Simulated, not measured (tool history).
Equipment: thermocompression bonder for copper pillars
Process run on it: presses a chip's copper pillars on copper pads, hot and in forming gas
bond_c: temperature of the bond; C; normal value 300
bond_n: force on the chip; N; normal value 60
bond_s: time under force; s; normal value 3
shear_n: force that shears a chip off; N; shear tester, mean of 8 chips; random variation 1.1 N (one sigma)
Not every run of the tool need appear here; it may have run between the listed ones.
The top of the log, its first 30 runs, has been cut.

run     day  bond_c  bond_n  bond_s  hours of work since the heater was calibrated  hours of work since the force cell was calibrated  hours of work since the gas filter was changed  shear_n
 31   8.592     300      69       4                                            239                                                762                                              84    104.9
 32   8.854     300      69       4                                            242                                                766                                              88    105.1
 33   9.238     322      69       4                                            247                                                771                                              93    116.6
 34   9.625     295      82       2                                            253                                                777                                              98     94.8
 35   9.838     300      60       2                                            256                                                780                                             101     79.8
 36  10.096     279      85       2                                            259                                                783                                             105     81.5
 37  10.467     300      58       7                                            264                                                788                                             110    102.3
 38  10.700     321      58       7                                            268                                                791                                             113    116.1
 39  11.075     307      60       3                                            273                                                797                                             118     91.7

What if the next run were any one of these 5? Each begins from the tool's condition after run 39:
  A  11.429     289      82       6                                            278                                                802                                             123        ?
  B  11.429     316      60       8                                            278                                                802                                             123        ?
  C  11.429     305      46       3                                            278                                                802                                             123        ?
  D  11.429     293      51       3                                            278                                                802                                             123        ?
  E  11.429     307      60       7                                            278                                                802                                             123        ?

run  shear_n
  A    110.5
  B    115.0
  C     74.6
  D     70.3
  E    107.6
What these runs would have given with no unlogged condition in the tool:
run  shear_n
  A    123.0
  B    127.6
  C     84.5
  D     79.7
  E    119.8
